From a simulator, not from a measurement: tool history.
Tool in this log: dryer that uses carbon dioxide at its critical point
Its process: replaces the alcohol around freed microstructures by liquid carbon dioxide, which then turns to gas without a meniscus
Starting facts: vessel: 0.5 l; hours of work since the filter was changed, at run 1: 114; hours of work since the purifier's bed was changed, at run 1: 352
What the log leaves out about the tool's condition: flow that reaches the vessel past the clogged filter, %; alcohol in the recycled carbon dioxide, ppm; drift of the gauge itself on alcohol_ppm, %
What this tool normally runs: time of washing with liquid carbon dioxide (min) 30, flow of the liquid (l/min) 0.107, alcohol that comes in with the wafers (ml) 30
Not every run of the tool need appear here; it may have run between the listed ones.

run	hour	time of washing with liquid carbon dioxide (min)	flow of the liquid (l/min)	alcohol that comes in with the wafers (ml)	hours of work since the filter was changed	hours of work since the purifier's bed was changed	alcohol left in the vessel before it's heated (ppm by volume)
1	0.0	30	0.107	30	114	352	271
2	12.3	30	0.107	45	123	361	397
3	23.6	30	0.107	45	131	369	397
4	35.9	30	0.107	45	140	378	402
5	48.2	30	0.107	45	149	387	399
6	56.4	30	0.107	45	155	393	425
7	65.5	29	0.077	33	161	399	1557
8	78.6	31	0.077	33	171	409	1256
9	91.8	43	0.073	82	180	418	918
10	101.9	31	0.104	98	188	426	887
11	115.0	31	0.104	98	197	435	919
12	126.0	31	0.104	98	205	443	930

Here are 5 independent what-if runs from the current tool condition. What would each one return?
A	134.1	31	0.092	34	211	449	?
B	134.1	18	0.080	95	211	449	?
C	134.1	30	0.107	24	211	449	?
D	134.1	30	0.108	42	211	449	?
E	134.1	19	0.107	30	211	449	?

run	alcohol left in the vessel before it's heated (ppm by volume)
A	653
B	16982
C	297
D	448
E	2051
Had the tool no hidden state, the same runs would have come out as:
run	alcohol left in the vessel before it's heated (ppm by volume)
A	354
B	13232
C	130
D	216
E	1392

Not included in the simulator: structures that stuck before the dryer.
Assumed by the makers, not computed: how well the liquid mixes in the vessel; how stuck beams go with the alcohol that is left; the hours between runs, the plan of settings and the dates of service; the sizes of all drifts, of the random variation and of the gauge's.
